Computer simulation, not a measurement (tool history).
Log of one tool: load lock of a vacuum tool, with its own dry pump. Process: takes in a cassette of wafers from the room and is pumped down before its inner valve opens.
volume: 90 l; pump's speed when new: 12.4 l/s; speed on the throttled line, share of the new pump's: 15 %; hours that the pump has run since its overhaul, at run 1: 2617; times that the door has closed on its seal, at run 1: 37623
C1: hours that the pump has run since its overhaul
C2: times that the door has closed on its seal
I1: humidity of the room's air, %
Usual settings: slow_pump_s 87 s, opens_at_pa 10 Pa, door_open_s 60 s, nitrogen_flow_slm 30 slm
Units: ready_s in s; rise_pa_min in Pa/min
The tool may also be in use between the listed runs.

run 1 hour=0.0 | slow_pump_s=87 opens_at_pa=10 door_open_s=60 nitrogen_flow_slm=30 | C1=2617 C2=37623 | I1=44.8 | ready_s=142.3 rise_pa_min=0.141
run 2 hour=115.3 | slow_pump_s=87 opens_at_pa=10 door_open_s=95 nitrogen_flow_slm=30 | C1=2732 C2=37984 | I1=44.8 | ready_s=142.7 rise_pa_min=0.154
run 3 hour=221.4 | slow_pump_s=54 opens_at_pa=10 door_open_s=60 nitrogen_flow_slm=30 | C1=2838 C2=38317 | I1=42.7 | ready_s=113.7 rise_pa_min=0.152
run 4 hour=305.2 | slow_pump_s=54 opens_at_pa=10 door_open_s=60 nitrogen_flow_slm=7 | C1=2922 C2=38579 | I1=46.0 | ready_s=113.5 rise_pa_min=0.174
run 5 hour=411.5 | slow_pump_s=87 opens_at_pa=10 door_open_s=60 nitrogen_flow_slm=39 | C1=3028 C2=38913 | I1=44.1 | ready_s=142.0 rise_pa_min=0.148
run 6 hour=502.2 | slow_pump_s=87 opens_at_pa=10 door_open_s=60 nitrogen_flow_slm=39 | C1=3119 C2=39197 | I1=44.0 | ready_s=142.1 rise_pa_min=0.142
run 7 hour=569.0 | slow_pump_s=63 opens_at_pa=10 door_open_s=60 nitrogen_flow_slm=39 | C1=3186 C2=39407 | I1=45.7 | ready_s=120.9 rise_pa_min=0.149
run 8 hour=658.2 | slow_pump_s=63 opens_at_pa=10 door_open_s=60 nitrogen_flow_slm=39 | C1=3275 C2=39686 | I1=46.3 | ready_s=122.1 rise_pa_min=0.157
run 9 hour=757.2 | slow_pump_s=63 opens_at_pa=10 door_open_s=60 nitrogen_flow_slm=39 | C1=3374 C2=39997 | I1=44.1 | ready_s=121.2 rise_pa_min=0.156
run 10 hour=867.1 | slow_pump_s=87 opens_at_pa=10 door_open_s=60 nitrogen_flow_slm=30 | C1=3484 C2=40341 | I1=46.4 | ready_s=141.2 rise_pa_min=0.161
run 11 hour=938.0 | slow_pump_s=87 opens_at_pa=10 door_open_s=83 nitrogen_flow_slm=30 | C1=3555 C2=40563 | I1=45.3 | ready_s=142.7 rise_pa_min=0.167
run 12 hour=992.4 | slow_pump_s=87 opens_at_pa=10 door_open_s=60 nitrogen_flow_slm=30 | C1=3609 C2=40734 | I1=43.3 | ready_s=143.4 rise_pa_min=0.161
run 13 hour=1048.6 | slow_pump_s=81 opens_at_pa=10 door_open_s=60 nitrogen_flow_slm=30 | C1=3665 C2=40910 | I1=49.4 | ready_s=136.4 rise_pa_min=0.167
run 14 hour=1113.4 | slow_pump_s=81 opens_at_pa=10 door_open_s=60 nitrogen_flow_slm=30 | C1=3730 C2=41113 | I1=46.2 | ready_s=137.3 rise_pa_min=0.160
run 15 hour=1220.5 | slow_pump_s=63 opens_at_pa=10 door_open_s=60 nitrogen_flow_slm=30 | C1=3837 C2=41449 | I1=42.5 | ready_s=121.9 rise_pa_min=0.158
run 16 hour=1316.6 | slow_pump_s=87 opens_at_pa=10 door_open_s=225 nitrogen_flow_slm=30 | C1=3933 C2=41750 | I1=48.6 | ready_s=143.0 rise_pa_min=0.211
run 17 hour=1389.0 | slow_pump_s=87 opens_at_pa=10 door_open_s=60 nitrogen_flow_slm=30 | C1=4006 C2=41977 | I1=43.3 | ready_s=141.9 rise_pa_min=0.166
run 18 hour=1491.7 | slow_pump_s=87 opens_at_pa=10 door_open_s=60 nitrogen_flow_slm=30 | C1=4109 C2=42299 | I1=42.3 | ready_s=142.0 rise_pa_min=0.169
run 19 hour=1599.3 | slow_pump_s=103 opens_at_pa=12 door_open_s=60 nitrogen_flow_slm=30 | C1=4216 C2=42637 | I1=44.5 | ready_s=153.7 rise_pa_min=0.178
run 20 hour=1714.1 | slow_pump_s=89 opens_at_pa=7 door_open_s=60 nitrogen_flow_slm=30 | C1=4331 C2=42997 | I1=45.1 | ready_s=145.8 rise_pa_min=0.176
run 21 hour=1770.2 | slow_pump_s=89 opens_at_pa=7 door_open_s=60 nitrogen_flow_slm=30 | C1=4387 C2=43172 | I1=44.6 | ready_s=146.6 rise_pa_min=0.174
run 22 hour=1866.2 | slow_pump_s=89 opens_at_pa=7 door_open_s=60 nitrogen_flow_slm=30 | C1=4483 C2=43474 | I1=48.8 | ready_s=147.4 rise_pa_min=0.187
run 23 hour=1931.5 | slow_pump_s=89 opens_at_pa=10 door_open_s=60 nitrogen_flow_slm=27 | C1=4548 C2=43678 | I1=42.9 | ready_s=145.3 rise_pa_min=0.175
run 24 hour=2028.5 | slow_pump_s=89 opens_at_pa=10 door_open_s=60 nitrogen_flow_slm=27 | C1=4645 C2=43982 | I1=41.4 | ready_s=144.2 rise_pa_min=0.177
run 25 hour=2112.4 | slow_pump_s=87 opens_at_pa=10 door_open_s=60 nitrogen_flow_slm=27 | C1=4729 C2=44245 | I1=45.1 | ready_s=142.1 rise_pa_min=0.185
run 26 hour=2178.3 | slow_pump_s=87 opens_at_pa=10 door_open_s=58 nitrogen_flow_slm=30 | C1=4795 C2=44452 | I1=44.3 | ready_s=142.6 rise_pa_min=0.182
run 27 hour=2277.3 | slow_pump_s=92 opens_at_pa=10 door_open_s=36 nitrogen_flow_slm=30 | C1=4894 C2=44762 | I1=44.7 | ready_s=145.8 rise_pa_min=0.183
run 28 hour=2394.9 | slow_pump_s=92 opens_at_pa=10 door_open_s=75 nitrogen_flow_slm=30 | C1=5012 C2=45131 | I1=46.1 | ready_s=147.0 rise_pa_min=0.192
run 29 hour=2501.2 | slow_pump_s=92 opens_at_pa=10 door_open_s=143 nitrogen_flow_slm=30 | C1=5118 C2=45464 | I1=44.6 | ready_s=146.8 rise_pa_min=0.211
run 30 hour=2589.3 | slow_pump_s=92 opens_at_pa=10 door_open_s=146 nitrogen_flow_slm=30 | C1=5206 C2=45741 | I1=44.7 | ready_s=146.2 rise_pa_min=0.209
run 31 hour=2673.6 | slow_pump_s=92 opens_at_pa=10 door_open_s=146 nitrogen_flow_slm=30 | C1=5290 C2=46005 | I1=45.7 | ready_s=147.9 rise_pa_min=0.215
run 32 hour=2762.3 | slow_pump_s=48 opens_at_pa=10 door_open_s=60 nitrogen_flow_slm=18 | C1=5379 C2=46283 | I1=46.0 | ready_s=109.1 rise_pa_min=0.202
run 33 hour=2814.7 | slow_pump_s=114 opens_at_pa=17 door_open_s=49 nitrogen_flow_slm=30 | C1=5432 C2=46447 | I1=46.3 | ready_s=162.9 rise_pa_min=0.194
run 34 hour=2909.3 | slow_pump_s=50 opens_at_pa=8 door_open_s=49 nitrogen_flow_slm=10 | C1=5526 C2=46744 | I1=46.6 | ready_s=113.8 rise_pa_min=0.207
run 35 hour=3012.4 | slow_pump_s=50 opens_at_pa=8 door_open_s=49 nitrogen_flow_slm=10 | C1=5629 C2=47067 | I1=46.6 | ready_s=113.1 rise_pa_min=0.210
run 36 hour=3078.7 | slow_pump_s=50 opens_at_pa=8 door_open_s=49 nitrogen_flow_slm=10 | C1=5696 C2=47275 | I1=45.4 | ready_s=113.1 rise_pa_min=0.208

Forecast each of these 5 alternatives for the next run:
run A hour=3151.8 | slow_pump_s=98 opens_at_pa=11 door_open_s=60 nitrogen_flow_slm=24 | C1=5769 C2=47504 | I1=47.0 | ready_s=? rise_pa_min=?
run B hour=3151.8 | slow_pump_s=87 opens_at_pa=9 door_open_s=60 nitrogen_flow_slm=30 | C1=5769 C2=47504 | I1=42.7 | ready_s=? rise_pa_min=?
run C hour=3151.8 | slow_pump_s=66 opens_at_pa=16 door_open_s=49 nitrogen_flow_slm=25 | C1=5769 C2=47504 | I1=47.6 | ready_s=? rise_pa_min=?
run D hour=3151.8 | slow_pump_s=75 opens_at_pa=8 door_open_s=96 nitrogen_flow_slm=30 | C1=5769 C2=47504 | I1=43.5 | ready_s=? rise_pa_min=?
run E hour=3151.8 | slow_pump_s=87 opens_at_pa=10 door_open_s=104 nitrogen_flow_slm=30 | C1=5769 C2=47504 | I1=48.2 | ready_s=? rise_pa_min=?

run=A ready_s=150.7 rise_pa_min=0.202
run=B ready_s=143.4 rise_pa_min=0.199
run=C ready_s=121.8 rise_pa_min=0.200
run=D ready_s=134.4 rise_pa_min=0.205
run=E ready_s=144.4 rise_pa_min=0.220
Without the tool's hidden state the same runs would have given:
run=A ready_s=149.3 rise_pa_min=0.029
run=B ready_s=141.8 rise_pa_min=0.024
run=C ready_s=120.1 rise_pa_min=0.026
run=D ready_s=132.8 rise_pa_min=0.033
run=E ready_s=142.9 rise_pa_min=0.046

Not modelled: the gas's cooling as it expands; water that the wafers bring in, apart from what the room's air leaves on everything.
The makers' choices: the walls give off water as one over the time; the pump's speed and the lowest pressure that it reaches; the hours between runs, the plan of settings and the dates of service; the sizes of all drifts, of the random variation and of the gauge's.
